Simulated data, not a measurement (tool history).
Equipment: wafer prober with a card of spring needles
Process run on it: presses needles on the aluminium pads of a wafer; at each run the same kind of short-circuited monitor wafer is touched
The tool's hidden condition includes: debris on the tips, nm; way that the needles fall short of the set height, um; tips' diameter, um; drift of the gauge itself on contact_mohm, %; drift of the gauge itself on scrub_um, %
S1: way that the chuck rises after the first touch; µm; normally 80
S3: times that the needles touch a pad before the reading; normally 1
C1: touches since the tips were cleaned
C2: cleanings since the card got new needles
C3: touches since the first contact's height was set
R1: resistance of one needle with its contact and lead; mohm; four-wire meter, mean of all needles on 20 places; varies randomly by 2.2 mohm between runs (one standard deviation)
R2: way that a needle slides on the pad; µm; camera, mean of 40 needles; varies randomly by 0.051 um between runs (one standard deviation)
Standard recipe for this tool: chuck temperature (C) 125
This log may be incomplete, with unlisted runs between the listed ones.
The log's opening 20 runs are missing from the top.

{"hour": 443.6, "done": "tips cleaned on abrasive film"}
{"run": 21, "hour": 445.2, "S1": 93, "chuck temperature (C)": 32, "S3": 3, "C1": 588, "C2": 42, "C3": 115883, "R1": 216, "R2": 25.28}
{"hour": 464.1, "done": "tips cleaned on abrasive film"}
{"run": 22, "hour": 473.4, "S1": 93, "chuck temperature (C)": 32, "S3": 3, "C1": 3533, "C2": 43, "C3": 126610, "R1": 219, "R2": 25.06}
{"hour": 479.9, "done": "gauge calibrated"}
{"hour": 483.2, "done": "tips cleaned on abrasive film"}
{"run": 23, "hour": 497.9, "S1": 80, "chuck temperature (C)": 125, "S3": 2, "C1": 5617, "C2": 44, "C3": 135938, "R1": 242, "R2": 22.13}
{"hour": 503.0, "done": "tips cleaned on abrasive film"}
{"run": 24, "hour": 516.8, "S1": 80, "chuck temperature (C)": 112, "S3": 1, "C1": 5264, "C2": 45, "C3": 143109, "R1": 243, "R2": 22.03}
{"hour": 523.4, "done": "tips cleaned on abrasive film"}
{"run": 25, "hour": 533.4, "S1": 80, "chuck temperature (C)": 112, "S3": 1, "C1": 3817, "C2": 46, "C3": 149427, "R1": 237, "R2": 22.1}
{"hour": 544.1, "done": "tips cleaned on abrasive film"}
{"run": 26, "hour": 551.2, "S1": 80, "chuck temperature (C)": 112, "S3": 1, "C1": 2710, "C2": 47, "C3": 156162, "R1": 236, "R2": 22.02}
{"hour": 563.3, "done": "tips cleaned on abrasive film"}
{"run": 27, "hour": 580.2, "S1": 72, "chuck temperature (C)": 30, "S3": 2, "C1": 6442, "C2": 48, "C3": 167211, "R1": 218, "R2": 19.87}
{"hour": 583.2, "done": "tips cleaned on abrasive film"}
{"run": 28, "hour": 598.6, "S1": 80, "chuck temperature (C)": 37, "S3": 1, "C1": 5901, "C2": 49, "C3": 174194, "R1": 219, "R2": 22.02}
{"hour": 603.5, "done": "tips cleaned on abrasive film"}
{"run": 29, "hour": 619.6, "S1": 80, "chuck temperature (C)": 106, "S3": 2, "C1": 6135, "C2": 50, "C3": 182154, "R1": 242, "R2": 22.05}
{"hour": 623.1, "done": "tips cleaned on abrasive film"}
{"run": 30, "hour": 632.9, "S1": 84, "chuck temperature (C)": 64, "S3": 2, "C1": 3716, "C2": 51, "C3": 187186, "R1": 224, "R2": 23.15}

Run 31 comes next. What will it give?
{"hour": 644.1, "done": "tips cleaned on abrasive film"}
{"run": 31, "hour": 654.2, "S1": 80, "chuck temperature (C)": 37, "S3": 1, "C1": 3885, "C2": 52, "C3": 195307, "R1": "?", "R2": "?"}

For run 31 the tool returned R1 220 mohm, R2 21.99 µm.
The same run, on a tool lacking any hidden state, would have yielded R1 219 mohm, R2 22.19 µm.
